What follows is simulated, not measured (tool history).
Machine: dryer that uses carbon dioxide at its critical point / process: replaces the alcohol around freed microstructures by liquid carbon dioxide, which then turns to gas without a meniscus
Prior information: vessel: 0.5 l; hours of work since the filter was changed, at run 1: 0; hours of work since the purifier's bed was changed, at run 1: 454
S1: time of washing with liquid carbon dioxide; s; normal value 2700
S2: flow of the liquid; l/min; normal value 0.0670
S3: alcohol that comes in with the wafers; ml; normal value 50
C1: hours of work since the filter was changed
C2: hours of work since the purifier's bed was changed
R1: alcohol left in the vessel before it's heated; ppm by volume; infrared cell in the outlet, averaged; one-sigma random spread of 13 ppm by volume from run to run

run	hour	S1	S2	S3	C1	C2	R1
1	0.0	2700	0.0670	50	0	454	841
2	8.3	2700	0.0998	50	6	459	116
3	23.8	2700	0.0670	50	16	470	853
4	39.1	2700	0.0559	50	26	480	1877
5	58.2	2700	0.0559	50	39	493	1944
6	66.9	2700	0.0670	23	45	499	446
7	82.8	2700	0.0670	50	56	509	945
8	93.2	2700	0.0670	50	63	516	904
9	103.7	2880	0.0670	50	70	524	697
10	120.7	2880	0.0670	50	81	535	705
11	130.3	2880	0.0670	50	88	541	712
12	147.1	2700	0.0886	50	99	553	248
13	158.8	2040	0.0427	50	107	561	10565
14	171.4	2040	0.0427	50	115	569	10639
15	189.9	2880	0.0553	58	128	582	2020
16	203.4	2460	0.0553	60	137	591	3700
17	216.5	2460	0.0553	60	146	599	3757
18	233.3	1920	0.0874	21	157	611	643
19	251.5	1920	0.0874	21	169	623	690
20	261.3	1920	0.0874	21	176	630	656

Had the tool no unlogged condition, and each run kept its random variation, what would the results have been?
Unlogged tool condition in this case: flow that reaches the vessel past the clogged filter, %; alcohol in the recycled carbon dioxide, ppm; drift of the gauge itself on alcohol_ppm, %.
run	R1
1	808
2	82
3	800
4	1782
5	1816
6	383
7	835
8	790
9	590
10	585
11	586
12	172
13	9734
14	9739
15	1669
16	3131
17	3145
18	479
19	509
20	479

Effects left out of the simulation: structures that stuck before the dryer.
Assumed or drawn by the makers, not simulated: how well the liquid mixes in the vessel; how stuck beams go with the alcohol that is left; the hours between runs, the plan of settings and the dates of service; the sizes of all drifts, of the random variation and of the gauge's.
